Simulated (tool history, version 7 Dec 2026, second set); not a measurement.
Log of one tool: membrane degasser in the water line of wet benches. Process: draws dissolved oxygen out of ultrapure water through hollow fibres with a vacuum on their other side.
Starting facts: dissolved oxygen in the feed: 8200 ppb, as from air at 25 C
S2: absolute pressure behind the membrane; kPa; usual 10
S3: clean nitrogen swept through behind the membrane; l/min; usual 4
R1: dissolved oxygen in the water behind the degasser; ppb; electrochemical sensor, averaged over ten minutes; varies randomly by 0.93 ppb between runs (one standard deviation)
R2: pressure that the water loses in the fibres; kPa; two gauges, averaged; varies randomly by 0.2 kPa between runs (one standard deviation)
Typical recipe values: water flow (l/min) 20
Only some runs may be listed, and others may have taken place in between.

run 1 hour=0 | water_flow_(l/min)=20 S2=10 S3=4 | R1=90.6 R2=42.98
run 2 hour=35.2 | water_flow_(l/min)=20 S2=10 S3=4 | R1=90.8 R2=42.67
run 3 hour=70.2 | water_flow_(l/min)=20 S2=10 S3=4 | R1=89.5 R2=42.92
run 4 hour=116.7 | water_flow_(l/min)=20 S2=10 S3=4 | R1=90.5 R2=42.8
run 5 hour=138.6 | water_flow_(l/min)=20 S2=10 S3=4 | R1=90.6 R2=42.99
run 6 hour=162.5 | water_flow_(l/min)=20 S2=10 S3=4 | R1=88.7 R2=42.45
run 7 hour=200.2 | water_flow_(l/min)=20 S2=10 S3=4 | R1=89 R2=43.07
run 8 hour=247.6 | water_flow_(l/min)=20 S2=10 S3=4 | R1=90.7 R2=43.06
run 9 hour=281 | water_flow_(l/min)=31 S2=13 S3=5.05 | R1=157.4 R2=66.36

Forecast run 10:
run 10 hour=323.4 | water_flow_(l/min)=14 S2=10 S3=8.99 | R1=? R2=?

{"run 10": {"R1": 30.1, "R2": 30.28}}
Had the tool carried no hidden state, the very same run would have given R1 29.1 ppb, R2 30 kPa.
